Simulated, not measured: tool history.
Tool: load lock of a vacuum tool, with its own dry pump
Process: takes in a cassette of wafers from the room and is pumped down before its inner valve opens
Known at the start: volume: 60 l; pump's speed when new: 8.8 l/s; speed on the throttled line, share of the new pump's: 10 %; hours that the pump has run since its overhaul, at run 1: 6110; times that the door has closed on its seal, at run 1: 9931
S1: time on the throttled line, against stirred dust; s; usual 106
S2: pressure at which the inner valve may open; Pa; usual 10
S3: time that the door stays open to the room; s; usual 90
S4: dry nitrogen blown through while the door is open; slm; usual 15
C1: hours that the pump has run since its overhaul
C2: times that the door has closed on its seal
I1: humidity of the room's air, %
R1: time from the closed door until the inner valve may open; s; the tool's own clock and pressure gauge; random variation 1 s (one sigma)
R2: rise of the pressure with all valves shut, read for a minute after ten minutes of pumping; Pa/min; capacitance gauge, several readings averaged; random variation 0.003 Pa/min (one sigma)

| run | hour | S1 | S2 | S3 | S4 | C1 | C2 | I1 | R1 | R2 |
|---|---|---|---|---|---|---|---|---|---|---|
| 1 | 0 | 106 | 10 | 90 | 15 | 6110 | 9931 | 42.8 | 162.9 | 0.069 |
| 2 | 78.3 | 106 | 9 | 90 | 15 | 6188 | 10204 | 47.7 | 163.7 | 0.07 |
| 3 | 137.1 | 106 | 9 | 90 | 15 | 6247 | 10410 | 46 | 162.8 | 0.074 |
| 4 | 227.6 | 106 | 10 | 90 | 26 | 6337 | 10727 | 44.4 | 164.1 | 0.058 |
| 5 | 305.8 | 106 | 10 | 90 | 26 | 6415 | 11000 | 41.9 | 162.6 | 0.054 |
| 6 | 360 | 106 | 10 | 90 | 26 | 6470 | 11189 | 46 | 162.2 | 0.056 |
| 7 | 467 | 106 | 10 | 163 | 22 | 6576 | 11563 | 44.5 | 163.5 | 0.087 |
| 8 | 515.2 | 93 | 15 | 163 | 22 | 6625 | 11732 | 40.4 | 148 | 0.077 |
| 9 | 624.3 | 93 | 15 | 163 | 22 | 6734 | 12113 | 46.3 | 149.2 | 0.096 |
| 10 | 679.8 | 93 | 15 | 163 | 22 | 6789 | 12308 | 47.5 | 147 | 0.093 |
| 11 | 736.4 | 93 | 15 | 163 | 22 | 6846 | 12505 | 46.2 | 147.9 | 0.094 |
| 12 | 839.6 | 92 | 13 | 31 | 23 | 6949 | 12866 | 43.9 | 148 | 0.042 |

5 ways to go on from here, each from the tool as it stands after run 12. What would each give?
| A | 909.7 | 99 | 19 | 31 | 9 | 7019 | 13111 | 44.2 | ? | ? |
| B | 909.7 | 146 | 13 | 31 | 23 | 7019 | 13111 | 46 | ? | ? |
| C | 909.7 | 106 | 8 | 98 | 5 | 7019 | 13111 | 45.5 | ? | ? |
| D | 909.7 | 106 | 10 | 90 | 23 | 7019 | 13111 | 47.2 | ? | ? |
| E | 909.7 | 106 | 10 | 90 | 39 | 7019 | 13111 | 44.2 | ? | ? |

| run | R1 | R2 |
|---|---|---|
| A | 153.1 | 0.049 |
| B | 198.1 | 0.038 |
| C | 166.3 | 0.099 |
| D | 161.5 | 0.07 |
| E | 164 | 0.056 |
Without the tool's hidden state the same runs would have given:
| run | R1 | R2 |
|---|---|---|
| A | 148.6 | 0.027 |
| B | 193.8 | 0.016 |
| C | 161.1 | 0.077 |
| D | 156.6 | 0.048 |
| E | 159 | 0.034 |
